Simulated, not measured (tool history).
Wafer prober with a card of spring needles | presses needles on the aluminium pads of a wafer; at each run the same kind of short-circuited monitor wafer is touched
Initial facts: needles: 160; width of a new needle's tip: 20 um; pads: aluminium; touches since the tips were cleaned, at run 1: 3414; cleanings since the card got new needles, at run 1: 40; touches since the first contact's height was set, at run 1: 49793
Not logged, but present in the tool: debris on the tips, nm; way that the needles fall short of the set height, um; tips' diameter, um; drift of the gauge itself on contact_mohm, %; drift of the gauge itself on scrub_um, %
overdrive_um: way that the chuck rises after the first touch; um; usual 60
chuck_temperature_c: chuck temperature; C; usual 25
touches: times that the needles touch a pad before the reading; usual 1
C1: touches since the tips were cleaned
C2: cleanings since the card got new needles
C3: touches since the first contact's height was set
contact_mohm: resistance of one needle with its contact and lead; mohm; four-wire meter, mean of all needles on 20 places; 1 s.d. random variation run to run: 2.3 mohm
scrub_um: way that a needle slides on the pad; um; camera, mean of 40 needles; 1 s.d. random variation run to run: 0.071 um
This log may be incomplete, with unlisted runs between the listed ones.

Run 1, day 0: usual settings; C1 3414; C2 40; C3 49793. Result: contact_mohm 337 mohm, scrub_um 12.85 um.
At day 0.258: tips cleaned on abrasive film.
Run 2, day 0.992: usual settings but chuck_temperature_c 37 C; C1 2788; C2 41; C3 53547. Result: contact_mohm 327 mohm, scrub_um 12.79 um.
At day 1.417: tips cleaned on abrasive film.
Run 3, day 2.221: usual settings but chuck_temperature_c 37 C; C1 3063; C2 42; C3 58209. Result: contact_mohm 330 mohm, scrub_um 12.76 um.
At day 2.512: tips cleaned on abrasive film.
Run 4, day 3.542: usual settings but chuck_temperature_c 27 C; C1 3922; C2 43; C3 63215. Result: contact_mohm 338 mohm, scrub_um 12.69 um.
At day 3.662: tips cleaned on abrasive film.
Run 5, day 4.162: usual settings but overdrive_um 50 um; C1 1894; C2 44; C3 65549. Result: contact_mohm 342 mohm, scrub_um 10.47 um.
At day 4.862: tips cleaned on abrasive film.
Run 6, day 5.308: usual settings but touches 2; C1 1695; C2 45; C3 69890. Result: contact_mohm 291 mohm, scrub_um 12.72 um.
At day 5.992: tips cleaned on abrasive film.
Run 7, day 6.692: usual settings but touches 2; C1 2663; C2 46; C3 75143. Result: contact_mohm 302 mohm, scrub_um 12.85 um.
At day 7.092: tips cleaned on abrasive film.
Run 8, day 7.438: usual settings but chuck_temperature_c 40 C; C1 1314; C2 47; C3 77955. Result: contact_mohm 308 mohm, scrub_um 12.6 um.
At day 8.238: tips cleaned on abrasive film.
Run 9, day 8.688: usual settings but overdrive_um 54 um; C1 1704; C2 48; C3 82693. Result: contact_mohm 320 mohm, scrub_um 11.31 um.
At day 9.412: tips cleaned on abrasive film.
Run 10, day 9.412: usual settings but overdrive_um 54 um; C1 0; C2 49; C3 85437. Result: contact_mohm 273 mohm, scrub_um 11.35 um.
Run 11, day 10.112: usual settings but overdrive_um 64 um; C1 2661; C2 49; C3 88098. Result: contact_mohm 323 mohm, scrub_um 13.41 um.
At day 10.583: tips cleaned on abrasive film.
Run 12, day 10.996: usual settings but overdrive_um 64 um; C1 1563; C2 50; C3 91438. Result: contact_mohm 298 mohm, scrub_um 13.51 um.
At day 11.721: tips cleaned on abrasive film.
Run 13, day 11.842: usual settings but overdrive_um 65 um, chuck_temperature_c 82 C, touches 3; C1 463; C2 51; C3 94639. Result: contact_mohm 281 mohm, scrub_um 13.61 um.
Run 14, day 12.629: usual settings but overdrive_um 65 um, chuck_temperature_c 82 C, touches 3; C1 3459; C2 51; C3 97635. Result: contact_mohm 295 mohm, scrub_um 13.63 um.
At day 12.821: tips cleaned on abrasive film.
Run 15, day 13.646: usual settings but overdrive_um 44 um; C1 3126; C2 52; C3 101481. Result: contact_mohm 403 mohm, scrub_um 9.09 um.
At day 13.967: tips cleaned on abrasive film.
Run 16, day 14.246: usual settings but overdrive_um 44 um; C1 1060; C2 53; C3 103750. Result: contact_mohm 332 mohm, scrub_um 8.99 um.
At day 15.133: tips cleaned on abrasive film.
Run 17, day 15.204: usual settings but overdrive_um 55 um, chuck_temperature_c 71 C, touches 2; C1 267; C2 54; C3 107372. Result: contact_mohm 281 mohm, scrub_um 11.4 um.
At day 15.279: height of the first contact set anew.
At day 16.233: tips cleaned on abrasive film.
Run 18, day 16.396: usual settings but overdrive_um 55 um, chuck_temperature_c 71 C; C1 617; C2 55; C3 4237. Result: contact_mohm 307 mohm, scrub_um 11.26 um.
At day 17.329: tips cleaned on abrasive film.
Run 19, day 17.779: usual settings but overdrive_um 55 um, chuck_temperature_c 48 C, touches 2; C1 1705; C2 56; C3 9474. Result: contact_mohm 305 mohm, scrub_um 11.21 um.
At day 18.533: tips cleaned on abrasive film.
Run 20, day 18.721: usual settings but overdrive_um 55 um, chuck_temperature_c 48 C, touches 3; C1 723; C2 57; C3 13047. Result: contact_mohm 277 mohm, scrub_um 11.11 um.
At day 19.733: tips cleaned on abrasive film.
Run 21, day 20.108: usual settings but overdrive_um 42 um, chuck_temperature_c 28 C, touches 3; C1 1426; C2 58; C3 18307. Result: contact_mohm 306 mohm, scrub_um 8.27 um.

Forecast run 22:
At day 20.825: tips cleaned on abrasive film.
Run 22, day 20.838: usual settings but chuck_temperature_c 98 C; C1 40; C2 59; C3 21054. Result: contact_mohm ?, scrub_um ?.

contact_mohm: 287 mohm
scrub_um: 12.13 um
Minus the tool's unlogged condition, the same run would have read contact_mohm 275 mohm, scrub_um 13.01 um.
